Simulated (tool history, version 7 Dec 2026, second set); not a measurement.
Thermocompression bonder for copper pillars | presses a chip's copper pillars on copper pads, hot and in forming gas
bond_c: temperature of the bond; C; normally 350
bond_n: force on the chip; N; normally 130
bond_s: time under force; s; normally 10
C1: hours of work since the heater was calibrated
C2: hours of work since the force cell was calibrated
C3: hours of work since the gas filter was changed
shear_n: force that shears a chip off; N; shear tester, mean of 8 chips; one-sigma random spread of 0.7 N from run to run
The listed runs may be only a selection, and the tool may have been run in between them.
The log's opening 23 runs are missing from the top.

run 24 hour=482.3 | bond_c=331 bond_n=130 bond_s=10 | C1=26 C2=852 C3=109 | shear_n=40.4
run 25 hour=497.5 | bond_c=350 bond_n=81 bond_s=10 | C1=34 C2=860 C3=117 | shear_n=33.7
run 26 hour=520.4 | bond_c=350 bond_n=81 bond_s=10 | C1=47 C2=873 C3=130 | shear_n=32.9
run 27 hour=547.5 | bond_c=343 bond_n=81 bond_s=7 | C1=62 C2=888 C3=145 | shear_n=26.3
run 28 hour=573.1 | bond_c=343 bond_n=81 bond_s=7 | C1=76 C2=902 C3=159 | shear_n=25.9
run 29 hour=594.3 | bond_c=360 bond_n=112 bond_s=23 | C1=88 C2=913 C3=170 | shear_n=56.6
run 30 hour=621.2 | bond_c=360 bond_n=112 bond_s=23 | C1=103 C2=928 C3=185 | shear_n=55.6
run 31 hour=638.6 | bond_c=327 bond_n=130 bond_s=10 | C1=112 C2=938 C3=195 | shear_n=34
run 32 hour=650.9 | bond_c=372 bond_n=138 bond_s=12 | C1=119 C2=945 C3=202 | shear_n=55.5
run 33 hour=676.2 | bond_c=336 bond_n=119 bond_s=9 | C1=133 C2=959 C3=216 | shear_n=34.3
run 34 hour=699.4 | bond_c=342 bond_n=119 bond_s=9 | C1=146 C2=972 C3=229 | shear_n=35.9
run 35 hour=725.9 | bond_c=352 bond_n=130 bond_s=10 | C1=161 C2=986 C3=243 | shear_n=43.4
run 36 hour=752.4 | bond_c=352 bond_n=130 bond_s=10 | C1=175 C2=1001 C3=258 | shear_n=41.7
run 37 hour=773.8 | bond_c=350 bond_n=130 bond_s=6 | C1=187 C2=1013 C3=270 | shear_n=33.2
run 38 hour=786 | bond_c=350 bond_n=163 bond_s=21 | C1=194 C2=1019 C3=276 | shear_n=58
-- hour=788.3 forming gas filter changed
run 39 hour=813 | bond_c=350 bond_n=163 bond_s=21 | C1=209 C2=1034 C3=14 | shear_n=66.3

Branching from run 39: 3 alternative next runs. What would each branch give?
run A hour=830.9 | bond_c=342 bond_n=172 bond_s=19 | C1=218 C2=1044 C3=24 | shear_n=?
run B hour=830.9 | bond_c=349 bond_n=120 bond_s=6 | C1=218 C2=1044 C3=24 | shear_n=?
run C hour=830.9 | bond_c=327 bond_n=100 bond_s=10 | C1=218 C2=1044 C3=24 | shear_n=?

run=A shear_n=63
run=B shear_n=34.6
run=C shear_n=32.8
Without the tool's hidden state the same runs would have given:
run=A shear_n=67.6
run=B shear_n=38
run=C shear_n=36

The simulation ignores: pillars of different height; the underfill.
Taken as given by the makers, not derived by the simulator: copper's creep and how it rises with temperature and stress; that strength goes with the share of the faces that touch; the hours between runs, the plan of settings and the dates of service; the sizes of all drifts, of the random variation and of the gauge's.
